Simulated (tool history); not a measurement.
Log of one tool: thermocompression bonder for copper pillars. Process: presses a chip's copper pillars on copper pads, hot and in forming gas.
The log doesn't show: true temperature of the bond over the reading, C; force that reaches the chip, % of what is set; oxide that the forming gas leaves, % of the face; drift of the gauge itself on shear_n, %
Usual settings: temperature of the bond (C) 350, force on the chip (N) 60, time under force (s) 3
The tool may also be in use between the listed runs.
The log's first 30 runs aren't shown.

| run | hour | temperature of the bond (C) | force on the chip (N) | time under force (s) | hours of work since the heater was calibrated | hours of work since the force cell was calibrated | hours of work since the gas filter was changed | force that shears a chip off (N) |
|---|---|---|---|---|---|---|---|---|
|  | 478.5 | forming gas filter changed |
| 31 | 481.9 | 363 | 79 | 8 | 600 | 339 | 2 | 115.5 |
| 32 | 500.1 | 376 | 66 | 4 | 611 | 350 | 13 | 106.7 |
| 33 | 511.4 | 352 | 90 | 3 | 618 | 357 | 20 | 103.8 |
| 34 | 528.7 | 335 | 48 | 2 | 629 | 368 | 31 | 58.1 |
| 35 | 546.7 | 367 | 37 | 6 | 639 | 378 | 42 | 86.5 |
| 36 | 562.7 | 367 | 37 | 6 | 649 | 388 | 51 | 86.6 |
| 37 | 582.4 | 350 | 68 | 3 | 661 | 400 | 63 | 90.8 |
| 38 | 603.6 | 335 | 39 | 3 | 674 | 413 | 76 | 56.1 |
| 39 | 623.3 | 350 | 63 | 4 | 686 | 425 | 88 | 92.3 |
| 40 | 640.7 | 350 | 63 | 4 | 697 | 436 | 99 | 92.5 |
| 41 | 656.0 | 350 | 63 | 4 | 706 | 445 | 108 | 91.2 |

3 ways to go on from here, each from the tool as it stands after run 41. What would each give?
| A | 670.5 | 349 | 47 | 2 | 715 | 454 | 117 | ? |
| B | 670.5 | 328 | 47 | 2 | 715 | 454 | 117 | ? |
| C | 670.5 | 350 | 68 | 4 | 715 | 454 | 117 | ? |

| run | force that shears a chip off (N) |
|---|---|
| A | 63.1 |
| B | 51.9 |
| C | 93.3 |
Without the tool's hidden state the same runs would have given:
| run | force that shears a chip off (N) |
|---|---|
| A | 66.4 |
| B | 54.5 |
| C | 98.1 |
